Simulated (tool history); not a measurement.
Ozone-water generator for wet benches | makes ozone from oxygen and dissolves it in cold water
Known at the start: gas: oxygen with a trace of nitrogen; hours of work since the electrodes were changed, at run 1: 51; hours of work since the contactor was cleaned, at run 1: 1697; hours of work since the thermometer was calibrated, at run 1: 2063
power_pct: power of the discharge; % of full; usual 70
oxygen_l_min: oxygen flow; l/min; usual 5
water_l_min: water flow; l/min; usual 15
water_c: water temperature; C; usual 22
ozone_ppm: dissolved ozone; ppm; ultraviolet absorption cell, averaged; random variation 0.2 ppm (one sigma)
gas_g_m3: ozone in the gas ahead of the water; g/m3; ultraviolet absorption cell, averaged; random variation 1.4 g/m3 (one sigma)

| run | day | power_pct | oxygen_l_min | water_l_min | water_c | hours of work since the electrodes were changed | hours of work since the contactor was cleaned | hours of work since the thermometer was calibrated | ozone_ppm | gas_g_m3 |
|---|---|---|---|---|---|---|---|---|---|---|
| 1 | 0 | 70 | 5 | 15 | 22 | 51 | 1697 | 2063 | 28.8 | 251 |
| 2 | 2.496 | 70 | 5 | 15 | 22 | 94 | 1741 | 2106 | 28.4 | 251.4 |
| 3 | 3.671 | 70 | 5 | 21 | 22 | 115 | 1761 | 2127 | 21.3 | 250.7 |
| 4 | 5.583 | 70 | 5 | 21 | 22 | 148 | 1795 | 2161 | 21.3 | 250 |
| 5 | 7.254 | 70 | 4.95 | 21 | 22 | 178 | 1824 | 2190 | 21.4 | 252.2 |
| 6 | 8.396 | 70 | 5 | 15 | 22 | 198 | 1844 | 2210 | 28.2 | 249.2 |
| 7 | 9.908 | 70 | 5 | 15 | 22 | 224 | 1870 | 2236 | 28.1 | 248.7 |
|  | 12.171 | contactor cleaned |
| 8 | 12.433 | 70 | 5 | 15 | 22 | 265 | 5 | 2278 | 29.5 | 248.9 |
| 9 | 14.483 | 70 | 5 | 15 | 22 | 301 | 41 | 2314 | 29.2 | 250.7 |
| 10 | 16.458 | 70 | 5 | 15 | 22 | 336 | 75 | 2348 | 28.8 | 249.6 |
| 11 | 17.55 | 70 | 5 | 15 | 22 | 355 | 94 | 2367 | 29.1 | 249.7 |
| 12 | 19.462 | 70 | 3.9 | 15 | 22 | 389 | 128 | 2401 | 29.6 | 291.3 |
| 13 | 21.567 | 70 | 5 | 15 | 15 | 425 | 165 | 2438 | 32.4 | 251.6 |
| 14 | 23.729 | 70 | 4.97 | 15 | 28 | 463 | 202 | 2475 | 25.8 | 249.3 |
| 15 | 26.204 | 41 | 6.18 | 15 | 15 | 507 | 246 | 2519 | 20.2 | 140 |
| 16 | 27.988 | 70 | 5 | 18 | 18 | 538 | 277 | 2550 | 26.2 | 248.8 |
| 17 | 30.446 | 62 | 6.58 | 18 | 22 | 581 | 320 | 2593 | 21.2 | 188 |
| 18 | 32.646 | 71 | 6.46 | 15 | 22 | 619 | 359 | 2632 | 27.5 | 213.6 |
| 19 | 34.838 | 90 | 5 | 15 | 22 | 658 | 397 | 2670 | 35.4 | 303.2 |
| 20 | 36.171 | 48 | 5 | 15 | 17 | 681 | 420 | 2693 | 23.1 | 180.5 |

Hidden state or all else? Some run-to-run changes of ozone_ppm, split into what the settings, what came in and random variation would give without the hidden state, and what is left for the hidden state (with any gauge scatter that isn't in both results):
The hidden state here: yield of the discharge, % of new electrodes'; contactor's efficiency, % of a clean one's; true water temperature over the reading, C; drift of the gauge itself on ozone_ppm, %; drift of the gauge itself on gas_g_m3, %.
Run 7 -> 8: contactor cleaned. ozone_ppm +1.4 ppm: hidden state +0.9, all else +0.5.
Run 18 -> 19: power_pct 71 -> 90, oxygen_l_min 6.46 -> 5. ozone_ppm +7.9 ppm: hidden state -0.5, all else +8.4.
Run 19 -> 20: power_pct 90 -> 48, water_c 22 -> 17. ozone_ppm -12.3 ppm: hidden state +0.9, all else -13.2.

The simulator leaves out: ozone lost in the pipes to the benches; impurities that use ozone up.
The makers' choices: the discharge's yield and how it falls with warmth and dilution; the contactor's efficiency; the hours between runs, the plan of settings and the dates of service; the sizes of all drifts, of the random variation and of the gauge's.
